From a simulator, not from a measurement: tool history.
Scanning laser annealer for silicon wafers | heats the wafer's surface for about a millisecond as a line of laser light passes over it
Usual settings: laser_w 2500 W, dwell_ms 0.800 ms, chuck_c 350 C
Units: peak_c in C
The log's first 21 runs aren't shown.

run,hour,laser_w,dwell_ms,chuck_c,hours of work since the window was cleaned,hours of work since the power meter was calibrated,hours of work since the optics were aligned,peak_c
# hour 1323.1: window over the wafer cleaned
22,1330.9,2316,0.619,381,4,721,880,1020
23,1414.0,2316,0.619,381,44,762,920,1016
24,1478.0,2421,0.619,381,76,793,952,1050
25,1565.2,2421,0.619,381,118,836,994,1043
26,1644.4,2656,0.781,371,157,875,1033,1195
27,1711.4,2656,0.781,371,190,907,1066,1195
28,1761.8,2546,0.653,346,215,932,1090,1061
# hour 1809.1: optics aligned, line set to its width
29,1835.5,2500,0.926,350,248,966,13,1214
30,1874.2,2500,0.926,350,267,984,32,1211
31,1953.5,2500,0.926,350,306,1023,71,1206
32,2003.8,2341,0.800,314,331,1048,95,1049
33,2061.0,2424,0.648,350,359,1076,123,1033
34,2147.2,2424,0.648,350,401,1118,165,1032
35,2222.4,2424,0.648,350,438,1155,202,1031
36,2264.2,2226,0.648,350,458,1175,223,967
37,2326.8,2226,0.648,350,489,1206,253,964
38,2397.5,2226,0.648,350,523,1241,288,964
39,2476.4,2226,0.611,383,562,1279,326,973
40,2513.0,2226,0.611,383,580,1297,344,975
41,2597.8,2208,0.565,348,621,1339,386,912
42,2648.6,2208,0.565,348,646,1363,411,907

3 ways to go on from here, each from the tool as it stands after run 42. What would each give?
A,2688.5,2482,0.803,370,666,1383,430,?
B,2688.5,2129,0.670,326,666,1383,430,?
C,2688.5,2389,0.878,350,666,1383,430,?

run,peak_c
A,1132
B,913
C,1120
Without the tool's hidden state the same runs would have given:
run,peak_c
A,1177
B,947
C,1165

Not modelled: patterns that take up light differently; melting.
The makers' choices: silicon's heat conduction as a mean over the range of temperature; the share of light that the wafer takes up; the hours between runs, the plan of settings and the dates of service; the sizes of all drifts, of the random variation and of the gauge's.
